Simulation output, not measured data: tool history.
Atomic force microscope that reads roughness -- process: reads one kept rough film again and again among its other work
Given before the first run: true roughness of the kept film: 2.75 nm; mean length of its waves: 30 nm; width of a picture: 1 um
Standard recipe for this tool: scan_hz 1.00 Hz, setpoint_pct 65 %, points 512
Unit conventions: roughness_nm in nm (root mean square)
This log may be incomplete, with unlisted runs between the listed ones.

run   hour  scan_hz  setpoint_pct  points  roughness_nm
  1    0.0     1.00            65     512         2.427
  2   24.4     1.00            65     512         2.415
  3   63.9     1.92            65     512         2.343
  4  114.1     1.92            65     512         2.318
  5  165.2     1.92            65     308         2.242
  6  195.1     1.92            65     308         2.265
  7  231.5     1.92            65     308         2.208
     244.8  -- new tip fitted
  8  254.6     1.00            65     470         2.427
  9  283.0     1.00            65     512         2.393
 10  321.3     1.00            65     512         2.383
 11  374.0     1.00            65     512         2.334
 12  426.5     1.00            65     512         2.297
 13  474.7     1.00            65     512         2.253
     501.7  -- new tip fitted
 14  506.9     1.00            56     949         2.447
 15  538.7     2.37            68     512         2.335
 16  574.2     2.37            82     512         2.169
 17  617.8     2.56            65     316         2.252
 18  639.4     0.87            65     276         2.287
 19  661.1     0.87            65     276         2.285
 20  706.2     1.36            68     276         2.221
 21  734.1     1.63            75     279         2.143
     758.2  -- new tip fitted
 22  768.8     1.05            87     512         2.343
     771.9  -- height scale calibrated on a step standard
 23  814.1     1.05            87     512         2.342

Run by run, hidden condition taken away, random variation retained:
Unlogged tool condition in this case: radius of the tip, nm; height scale over the true one, %; drift of the gauge itself on roughness_nm, %.
run  roughness_nm
  1         2.464
  2         2.478
  3         2.436
  4         2.451
  5         2.414
  6         2.460
  7         2.423
  8         2.472
  9         2.463
 10         2.485
 11         2.479
 12         2.484
 13         2.476
 14         2.497
 15         2.413
 16         2.272
 17         2.393
 18         2.448
 19         2.465
 20         2.432
 21         2.369
 22         2.402
 23         2.389

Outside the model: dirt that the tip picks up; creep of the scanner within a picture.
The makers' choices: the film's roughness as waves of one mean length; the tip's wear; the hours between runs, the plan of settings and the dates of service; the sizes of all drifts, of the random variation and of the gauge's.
